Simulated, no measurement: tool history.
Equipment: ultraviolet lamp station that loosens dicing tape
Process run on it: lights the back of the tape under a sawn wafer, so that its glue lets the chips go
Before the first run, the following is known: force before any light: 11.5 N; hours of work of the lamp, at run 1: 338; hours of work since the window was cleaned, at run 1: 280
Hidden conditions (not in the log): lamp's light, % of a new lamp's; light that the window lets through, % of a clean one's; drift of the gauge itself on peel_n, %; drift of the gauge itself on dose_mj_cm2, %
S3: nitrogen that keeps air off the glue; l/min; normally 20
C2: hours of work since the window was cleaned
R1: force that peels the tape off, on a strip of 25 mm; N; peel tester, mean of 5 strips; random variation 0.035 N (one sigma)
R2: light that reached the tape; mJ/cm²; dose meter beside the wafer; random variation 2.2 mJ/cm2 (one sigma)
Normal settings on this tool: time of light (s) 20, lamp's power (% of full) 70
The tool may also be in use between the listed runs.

run 1 day=0.000 | time_of_light_(s)=20 lamp's_power_(%_of_full)=70 S3=20 | hours_of_work_of_the_lamp=338 C2=280 | R1=2.736 R2=144
-- day=0.329 window cleaned of glue's vapour
run 2 day=2.462 | time_of_light_(s)=20 lamp's_power_(%_of_full)=70 S3=20 | hours_of_work_of_the_lamp=373 C2=31 | R1=2.301 R2=163
run 3 day=3.496 | time_of_light_(s)=20 lamp's_power_(%_of_full)=70 S3=8 | hours_of_work_of_the_lamp=389 C2=47 | R1=3.335 R2=156
run 4 day=5.233 | time_of_light_(s)=20 lamp's_power_(%_of_full)=70 S3=8 | hours_of_work_of_the_lamp=414 C2=72 | R1=3.493 R2=155
run 5 day=6.408 | time_of_light_(s)=20 lamp's_power_(%_of_full)=96 S3=20 | hours_of_work_of_the_lamp=431 C2=89 | R1=1.401 R2=207
run 6 day=8.062 | time_of_light_(s)=20 lamp's_power_(%_of_full)=96 S3=20 | hours_of_work_of_the_lamp=456 C2=114 | R1=1.415 R2=202
run 7 day=9.225 | time_of_light_(s)=20 lamp's_power_(%_of_full)=96 S3=20 | hours_of_work_of_the_lamp=473 C2=131 | R1=1.539 R2=199
run 8 day=11.008 | time_of_light_(s)=15 lamp's_power_(%_of_full)=70 S3=15 | hours_of_work_of_the_lamp=499 C2=157 | R1=4.161 R2=107
run 9 day=12.488 | time_of_light_(s)=15 lamp's_power_(%_of_full)=70 S3=15 | hours_of_work_of_the_lamp=521 C2=179 | R1=4.448 R2=104
run 10 day=13.908 | time_of_light_(s)=15 lamp's_power_(%_of_full)=70 S3=15 | hours_of_work_of_the_lamp=542 C2=200 | R1=4.456 R2=106
run 11 day=15.217 | time_of_light_(s)=15 lamp's_power_(%_of_full)=70 S3=15 | hours_of_work_of_the_lamp=561 C2=219 | R1=4.384 R2=98
run 12 day=17.529 | time_of_light_(s)=20 lamp's_power_(%_of_full)=95 S3=30 | hours_of_work_of_the_lamp=595 C2=253 | R1=1.581 R2=173
run 13 day=19.454 | time_of_light_(s)=26 lamp's_power_(%_of_full)=97 S3=13 | hours_of_work_of_the_lamp=623 C2=281 | R1=1.514 R2=228

Alternative continuations, all from the tool just after run 13; predict every row:
-- day=19.617 window cleaned of glue's vapour
run A day=21.571 | time_of_light_(s)=20 lamp's_power_(%_of_full)=92 S3=20 | hours_of_work_of_the_lamp=654 C2=29 | R1=? R2=?
-- day=19.617 window cleaned of glue's vapour
run B day=21.571 | time_of_light_(s)=26 lamp's_power_(%_of_full)=92 S3=29 | hours_of_work_of_the_lamp=654 C2=29 | R1=? R2=?
-- day=19.617 window cleaned of glue's vapour
run C day=21.571 | time_of_light_(s)=15 lamp's_power_(%_of_full)=70 S3=40 | hours_of_work_of_the_lamp=654 C2=29 | R1=? R2=?
-- day=19.617 window cleaned of glue's vapour
run D day=21.571 | time_of_light_(s)=12 lamp's_power_(%_of_full)=66 S3=9 | hours_of_work_of_the_lamp=654 C2=29 | R1=? R2=?
-- day=19.617 window cleaned of glue's vapour
run E day=21.571 | time_of_light_(s)=32 lamp's_power_(%_of_full)=97 S3=10 | hours_of_work_of_the_lamp=654 C2=29 | R1=? R2=?

run=A R1=1.708 R2=197
run=B R1=0.795 R2=245
run=C R1=3.061 R2=106
run=D R1=6.010 R2=86
run=E R1=0.921 R2=324
With no hidden state in the tool, these same runs would have given:
run=A R1=1.037 R2=252
run=B R1=0.446 R2=317
run=C R1=2.121 R2=137
run=D R1=4.988 R2=109
run=E R1=0.514 R2=417
